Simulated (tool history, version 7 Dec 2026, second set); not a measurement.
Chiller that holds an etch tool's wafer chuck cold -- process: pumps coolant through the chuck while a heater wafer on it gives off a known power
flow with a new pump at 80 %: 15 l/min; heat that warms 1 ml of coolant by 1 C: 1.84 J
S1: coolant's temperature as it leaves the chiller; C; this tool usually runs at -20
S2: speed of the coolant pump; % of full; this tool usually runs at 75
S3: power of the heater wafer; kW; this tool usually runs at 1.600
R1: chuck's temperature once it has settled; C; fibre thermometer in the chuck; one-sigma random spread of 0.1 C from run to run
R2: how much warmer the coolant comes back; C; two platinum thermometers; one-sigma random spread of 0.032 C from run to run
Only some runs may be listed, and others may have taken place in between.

run    hour   S1  S2     S3    R1    R2
  1     0.0  -20  75  1.600  -3.0  4.00
  2   149.8  -20  75  1.600  -2.9  4.05
  3   305.6  -20  75  1.600  -2.8  4.02
  4   421.7  -20  75  1.600  -2.6  4.00
  5   544.3  -20  75  1.600  -2.6  4.14
      558.7  -- chiller's thermometer calibrated
  6   646.4  -20  75  1.600  -2.6  4.09
  7   784.6  -20  75  1.600  -2.4  4.13
  8   924.5  -18  95  1.769  -2.0  3.55
  9  1028.5  -18  95  1.769  -2.0  3.50
 10  1100.7  -18  95  1.769  -2.1  3.50

Below are 3 alternative next runs, each starting from the tool's condition after run 10. Predict each:
  A  1194.5  -18  77  1.219   ?   ?
  B  1194.5  -26  96  1.962   ?   ?
  C  1194.5  -13  95  1.769   ?   ?

run    R1    R2
  A  -4.7  3.02
  B  -8.3  3.92
  C   3.3  3.52
With no hidden state in the tool, these same runs would have given:
run     R1    R2
  A   -7.5  2.74
  B  -11.9  3.56
  C    0.0  3.19

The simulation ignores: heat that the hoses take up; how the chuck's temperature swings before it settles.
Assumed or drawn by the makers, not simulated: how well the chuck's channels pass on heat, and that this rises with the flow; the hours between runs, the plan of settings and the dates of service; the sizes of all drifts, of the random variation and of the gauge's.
